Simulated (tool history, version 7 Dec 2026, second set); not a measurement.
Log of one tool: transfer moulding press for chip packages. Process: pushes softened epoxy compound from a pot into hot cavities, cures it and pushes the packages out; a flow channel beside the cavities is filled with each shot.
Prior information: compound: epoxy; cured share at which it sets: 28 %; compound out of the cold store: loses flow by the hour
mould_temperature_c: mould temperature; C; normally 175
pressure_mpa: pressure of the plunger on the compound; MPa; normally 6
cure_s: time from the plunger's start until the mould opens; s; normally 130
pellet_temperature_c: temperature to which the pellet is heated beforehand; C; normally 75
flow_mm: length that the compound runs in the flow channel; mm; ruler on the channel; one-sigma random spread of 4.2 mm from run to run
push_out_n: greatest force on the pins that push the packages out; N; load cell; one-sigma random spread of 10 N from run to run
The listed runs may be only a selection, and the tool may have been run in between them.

run,hour,mould_temperature_c,pressure_mpa,cure_s,pellet_temperature_c,incoming compound's hours out of the cold store,flow_mm,push_out_n
1,0,175,6,130,75,40.8,738,712
2,6,175,6,130,71,42,736,723
3,12.8,175,6,130,75,12.5,887,757
# hour 18.7: cavities cleaned with cleaning compound and waxed
4,21.5,175,6,130,75,23.5,822,510
5,25.2,175,6,130,75,18,855,539
6,33.3,175,6,130,75,46.1,714,551
7,39.9,175,6,130,75,35.1,767,596
8,48.5,173,6,130,75,33,784,675
9,55.8,173,6,130,75,20.3,843,669
10,64.3,175,6,130,75,13.6,868,698
11,69.3,175,6,130,75,22.5,833,687
12,75.2,175,6,130,75,25.1,809,706
13,81.6,169,6.04,130,74,11.2,915,963
14,88.4,172,6.34,130,76,39.4,765,761
15,93.1,172,6.34,135,73,15.2,908,807
16,97.8,172,6.34,135,73,43.5,752,737
17,103.3,181,6.34,135,77,17.8,853,660
# hour 108.4: cavities cleaned with cleaning compound and waxed
18,109.3,170,5.15,130,75,14.5,822,665

Run 19 is up next; what results do you expect?
19,114.1,175,5.35,148,68,26.1,?,?

flow_mm: 766 mm
push_out_n: 479 N
With the hidden condition absent and the run-to-run variation left alone, this run would have shown flow_mm 804 mm, push_out_n 440 N.
